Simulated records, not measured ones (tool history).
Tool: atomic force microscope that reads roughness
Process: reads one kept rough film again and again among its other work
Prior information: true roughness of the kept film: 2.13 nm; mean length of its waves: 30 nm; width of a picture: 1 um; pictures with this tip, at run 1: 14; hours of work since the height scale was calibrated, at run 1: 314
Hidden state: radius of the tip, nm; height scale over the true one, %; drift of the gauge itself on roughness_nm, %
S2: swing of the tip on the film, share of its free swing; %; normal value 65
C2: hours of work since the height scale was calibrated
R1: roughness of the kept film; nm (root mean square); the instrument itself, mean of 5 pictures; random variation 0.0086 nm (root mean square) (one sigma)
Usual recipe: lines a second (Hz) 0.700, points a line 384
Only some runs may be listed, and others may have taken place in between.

{"run": 1, "hour": 0.0, "lines a second (Hz)": 0.7, "S2": 65, "points a line": 384, "pictures with this tip": 14, "C2": 314, "R1": 1.795}
{"run": 2, "hour": 10.6, "lines a second (Hz)": 0.7, "S2": 65, "points a line": 384, "pictures with this tip": 25, "C2": 319, "R1": 1.729}
{"run": 3, "hour": 35.3, "lines a second (Hz)": 0.7, "S2": 65, "points a line": 384, "pictures with this tip": 50, "C2": 330, "R1": 1.6}
{"run": 4, "hour": 46.0, "lines a second (Hz)": 0.7, "S2": 65, "points a line": 384, "pictures with this tip": 61, "C2": 334, "R1": 1.565}
{"hour": 69.3, "done": "new tip fitted"}
{"run": 5, "hour": 69.3, "lines a second (Hz)": 0.7, "S2": 65, "points a line": 384, "pictures with this tip": 0, "C2": 344, "R1": 1.888}
{"run": 6, "hour": 80.9, "lines a second (Hz)": 0.7, "S2": 65, "points a line": 260, "pictures with this tip": 12, "C2": 349, "R1": 1.806}
{"run": 7, "hour": 100.8, "lines a second (Hz)": 0.7, "S2": 64, "points a line": 783, "pictures with this tip": 32, "C2": 358, "R1": 1.724}
{"hour": 103.1, "done": "height scale calibrated on a step standard"}
{"run": 8, "hour": 124.5, "lines a second (Hz)": 3.375, "S2": 64, "points a line": 783, "pictures with this tip": 56, "C2": 9, "R1": 1.533}
{"run": 9, "hour": 148.8, "lines a second (Hz)": 3.375, "S2": 64, "points a line": 783, "pictures with this tip": 81, "C2": 20, "R1": 1.428}
{"hour": 153.0, "done": "new tip fitted"}
{"run": 10, "hour": 173.4, "lines a second (Hz)": 3.234, "S2": 65, "points a line": 943, "pictures with this tip": 21, "C2": 30, "R1": 1.688}
{"hour": 188.3, "done": "height scale calibrated on a step standard, once more"}
{"run": 11, "hour": 196.9, "lines a second (Hz)": 0.662, "S2": 61, "points a line": 570, "pictures with this tip": 44, "C2": 4, "R1": 1.662}

Below are 5 alternative next runs, each starting from the tool's condition after run 11. Predict each:
{"run": "A", "hour": 220.9, "lines a second (Hz)": 1.053, "S2": 61, "points a line": 381, "pictures with this tip": 69, "C2": 14, "R1": "?"}
{"run": "B", "hour": 220.9, "lines a second (Hz)": 1.654, "S2": 64, "points a line": 480, "pictures with this tip": 69, "C2": 14, "R1": "?"}
{"run": "C", "hour": 220.9, "lines a second (Hz)": 0.7, "S2": 78, "points a line": 465, "pictures with this tip": 69, "C2": 14, "R1": "?"}
{"run": "D", "hour": 220.9, "lines a second (Hz)": 0.509, "S2": 75, "points a line": 448, "pictures with this tip": 69, "C2": 14, "R1": "?"}
{"run": "E", "hour": 220.9, "lines a second (Hz)": 0.879, "S2": 89, "points a line": 598, "pictures with this tip": 69, "C2": 14, "R1": "?"}

run=A R1=1.543
run=B R1=1.522
run=C R1=1.515
run=D R1=1.518
run=E R1=1.456
What these runs would have given with no unlogged condition in the tool:
run=A R1=1.912
run=B R1=1.888
run=C R1=1.878
run=D R1=1.884
run=E R1=1.805

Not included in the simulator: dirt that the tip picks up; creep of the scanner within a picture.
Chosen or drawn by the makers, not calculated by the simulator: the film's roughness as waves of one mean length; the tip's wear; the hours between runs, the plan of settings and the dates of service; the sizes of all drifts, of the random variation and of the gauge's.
